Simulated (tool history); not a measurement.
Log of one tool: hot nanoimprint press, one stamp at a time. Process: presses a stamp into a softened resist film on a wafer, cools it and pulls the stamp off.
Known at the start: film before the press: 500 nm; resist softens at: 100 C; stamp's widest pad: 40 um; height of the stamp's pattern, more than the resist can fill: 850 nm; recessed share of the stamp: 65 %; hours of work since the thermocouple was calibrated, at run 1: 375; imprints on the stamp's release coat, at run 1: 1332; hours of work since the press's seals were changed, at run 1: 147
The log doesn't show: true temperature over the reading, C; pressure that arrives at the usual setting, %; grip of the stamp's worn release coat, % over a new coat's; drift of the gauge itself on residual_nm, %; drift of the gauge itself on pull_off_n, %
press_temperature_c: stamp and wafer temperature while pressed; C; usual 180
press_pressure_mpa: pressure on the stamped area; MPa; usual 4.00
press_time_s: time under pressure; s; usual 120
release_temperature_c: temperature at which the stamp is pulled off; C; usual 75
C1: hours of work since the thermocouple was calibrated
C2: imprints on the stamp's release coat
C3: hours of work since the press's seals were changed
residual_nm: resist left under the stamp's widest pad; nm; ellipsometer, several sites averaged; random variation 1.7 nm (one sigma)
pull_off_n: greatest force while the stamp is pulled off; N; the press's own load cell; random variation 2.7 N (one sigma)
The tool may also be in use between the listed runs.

{"run": 1, "day": 0.0, "press_temperature_c": 180, "press_pressure_mpa": 4.0, "press_time_s": 120, "release_temperature_c": 75, "C1": 375, "C2": 1332, "C3": 147, "residual_nm": 282.5, "pull_off_n": 151}
{"run": 2, "day": 0.279, "press_temperature_c": 180, "press_pressure_mpa": 4.0, "press_time_s": 120, "release_temperature_c": 75, "C1": 378, "C2": 1347, "C3": 150, "residual_nm": 281.6, "pull_off_n": 151}
{"run": 3, "day": 0.533, "press_temperature_c": 180, "press_pressure_mpa": 4.0, "press_time_s": 120, "release_temperature_c": 75, "C1": 381, "C2": 1360, "C3": 153, "residual_nm": 281.7, "pull_off_n": 149}
{"run": 4, "day": 0.812, "press_temperature_c": 180, "press_pressure_mpa": 4.0, "press_time_s": 120, "release_temperature_c": 75, "C1": 384, "C2": 1375, "C3": 156, "residual_nm": 284.8, "pull_off_n": 155}
{"day": 1.312, "done": "stamp cleaned and given a new release coat"}
{"run": 5, "day": 1.346, "press_temperature_c": 180, "press_pressure_mpa": 4.0, "press_time_s": 120, "release_temperature_c": 75, "C1": 388, "C2": 1, "C3": 160, "residual_nm": 282.2, "pull_off_n": 125}
{"run": 6, "day": 1.642, "press_temperature_c": 180, "press_pressure_mpa": 4.0, "press_time_s": 120, "release_temperature_c": 75, "C1": 391, "C2": 17, "C3": 163, "residual_nm": 283.8, "pull_off_n": 126}
{"run": 7, "day": 2.029, "press_temperature_c": 180, "press_pressure_mpa": 4.72, "press_time_s": 120, "release_temperature_c": 75, "C1": 396, "C2": 37, "C3": 168, "residual_nm": 259.5, "pull_off_n": 125}
{"run": 8, "day": 2.279, "press_temperature_c": 180, "press_pressure_mpa": 4.72, "press_time_s": 120, "release_temperature_c": 75, "C1": 398, "C2": 50, "C3": 171, "residual_nm": 261.6, "pull_off_n": 127}
{"run": 9, "day": 2.567, "press_temperature_c": 180, "press_pressure_mpa": 4.72, "press_time_s": 102, "release_temperature_c": 75, "C1": 402, "C2": 65, "C3": 174, "residual_nm": 277.2, "pull_off_n": 125}
{"run": 10, "day": 2.862, "press_temperature_c": 180, "press_pressure_mpa": 4.72, "press_time_s": 102, "release_temperature_c": 75, "C1": 405, "C2": 80, "C3": 177, "residual_nm": 275.0, "pull_off_n": 133}
{"run": 11, "day": 3.158, "press_temperature_c": 180, "press_pressure_mpa": 4.72, "press_time_s": 102, "release_temperature_c": 75, "C1": 409, "C2": 96, "C3": 181, "residual_nm": 274.3, "pull_off_n": 122}
{"run": 12, "day": 3.358, "press_temperature_c": 180, "press_pressure_mpa": 4.0, "press_time_s": 120, "release_temperature_c": 75, "C1": 411, "C2": 106, "C3": 183, "residual_nm": 285.0, "pull_off_n": 128}
{"run": 13, "day": 3.529, "press_temperature_c": 180, "press_pressure_mpa": 4.0, "press_time_s": 120, "release_temperature_c": 75, "C1": 413, "C2": 115, "C3": 185, "residual_nm": 284.6, "pull_off_n": 128}
{"run": 14, "day": 3.921, "press_temperature_c": 180, "press_pressure_mpa": 4.0, "press_time_s": 120, "release_temperature_c": 75, "C1": 418, "C2": 135, "C3": 190, "residual_nm": 284.0, "pull_off_n": 129}
{"run": 15, "day": 4.196, "press_temperature_c": 180, "press_pressure_mpa": 4.0, "press_time_s": 120, "release_temperature_c": 75, "C1": 421, "C2": 150, "C3": 193, "residual_nm": 285.4, "pull_off_n": 127}
{"run": 16, "day": 4.5, "press_temperature_c": 180, "press_pressure_mpa": 4.0, "press_time_s": 120, "release_temperature_c": 75, "C1": 424, "C2": 166, "C3": 197, "residual_nm": 285.8, "pull_off_n": 130}
{"run": 17, "day": 4.833, "press_temperature_c": 189, "press_pressure_mpa": 5.41, "press_time_s": 120, "release_temperature_c": 75, "C1": 428, "C2": 183, "C3": 200, "residual_nm": 168.5, "pull_off_n": 126}
{"run": 18, "day": 5.071, "press_temperature_c": 184, "press_pressure_mpa": 4.0, "press_time_s": 120, "release_temperature_c": 63, "C1": 431, "C2": 195, "C3": 203, "residual_nm": 244.5, "pull_off_n": 143}
{"day": 5.233, "done": "plate thermocouple calibrated"}
{"run": 19, "day": 5.512, "press_temperature_c": 184, "press_pressure_mpa": 4.0, "press_time_s": 120, "release_temperature_c": 63, "C1": 3, "C2": 212, "C3": 207, "residual_nm": 250.8, "pull_off_n": 134}
{"run": 20, "day": 5.754, "press_temperature_c": 184, "press_pressure_mpa": 4.0, "press_time_s": 120, "release_temperature_c": 63, "C1": 6, "C2": 224, "C3": 210, "residual_nm": 250.6, "pull_off_n": 143}
{"run": 21, "day": 6.008, "press_temperature_c": 184, "press_pressure_mpa": 4.0, "press_time_s": 120, "release_temperature_c": 63, "C1": 9, "C2": 238, "C3": 213, "residual_nm": 249.0, "pull_off_n": 146}
{"day": 6.267, "done": "plate thermocouple calibrated, once more"}
{"run": 22, "day": 6.408, "press_temperature_c": 181, "press_pressure_mpa": 4.0, "press_time_s": 120, "release_temperature_c": 63, "C1": 2, "C2": 252, "C3": 216, "residual_nm": 261.9, "pull_off_n": 144}
{"run": 23, "day": 6.596, "press_temperature_c": 180, "press_pressure_mpa": 5.66, "press_time_s": 120, "release_temperature_c": 75, "C1": 4, "C2": 262, "C3": 218, "residual_nm": 229.6, "pull_off_n": 130}
{"run": 24, "day": 6.9, "press_temperature_c": 181, "press_pressure_mpa": 4.23, "press_time_s": 120, "release_temperature_c": 75, "C1": 7, "C2": 277, "C3": 222, "residual_nm": 254.7, "pull_off_n": 130}
{"run": 25, "day": 7.221, "press_temperature_c": 178, "press_pressure_mpa": 5.89, "press_time_s": 120, "release_temperature_c": 69, "C1": 11, "C2": 294, "C3": 225, "residual_nm": 241.7, "pull_off_n": 140}
{"run": 26, "day": 7.483, "press_temperature_c": 178, "press_pressure_mpa": 4.54, "press_time_s": 120, "release_temperature_c": 69, "C1": 14, "C2": 308, "C3": 228, "residual_nm": 275.5, "pull_off_n": 133}
{"run": 27, "day": 7.871, "press_temperature_c": 180, "press_pressure_mpa": 3.77, "press_time_s": 120, "release_temperature_c": 78, "C1": 19, "C2": 328, "C3": 233, "residual_nm": 280.6, "pull_off_n": 129}
{"run": 28, "day": 8.088, "press_temperature_c": 180, "press_pressure_mpa": 4.0, "press_time_s": 91, "release_temperature_c": 75, "C1": 21, "C2": 339, "C3": 235, "residual_nm": 292.4, "pull_off_n": 131}
{"run": 29, "day": 8.304, "press_temperature_c": 180, "press_pressure_mpa": 4.0, "press_time_s": 91, "release_temperature_c": 75, "C1": 24, "C2": 351, "C3": 238, "residual_nm": 296.4, "pull_off_n": 130}

The same runs without the tool's hidden state, with the same run-to-run variation:
run=1 residual_nm=268.9 pull_off_n=126
run=2 residual_nm=267.9 pull_off_n=125
run=3 residual_nm=267.8 pull_off_n=123
run=4 residual_nm=270.7 pull_off_n=128
run=5 residual_nm=268.1 pull_off_n=124
run=6 residual_nm=269.5 pull_off_n=125
run=7 residual_nm=245.3 pull_off_n=123
run=8 residual_nm=247.2 pull_off_n=125
run=9 residual_nm=262.2 pull_off_n=123
run=10 residual_nm=260.0 pull_off_n=130
run=11 residual_nm=259.2 pull_off_n=119
run=12 residual_nm=269.9 pull_off_n=125
run=13 residual_nm=269.5 pull_off_n=125
run=14 residual_nm=268.8 pull_off_n=125
run=15 residual_nm=270.0 pull_off_n=123
run=16 residual_nm=270.2 pull_off_n=126
run=17 residual_nm=157.9 pull_off_n=121
run=18 residual_nm=230.4 pull_off_n=138
run=19 residual_nm=230.1 pull_off_n=129
run=20 residual_nm=229.9 pull_off_n=137
run=21 residual_nm=228.3 pull_off_n=139
run=22 residual_nm=260.1 pull_off_n=139
run=23 residual_nm=226.9 pull_off_n=126
run=24 residual_nm=252.6 pull_off_n=125
run=25 residual_nm=238.6 pull_off_n=135
run=26 residual_nm=272.9 pull_off_n=128
run=27 residual_nm=278.3 pull_off_n=124
run=28 residual_nm=289.9 pull_off_n=125
run=29 residual_nm=293.7 pull_off_n=123
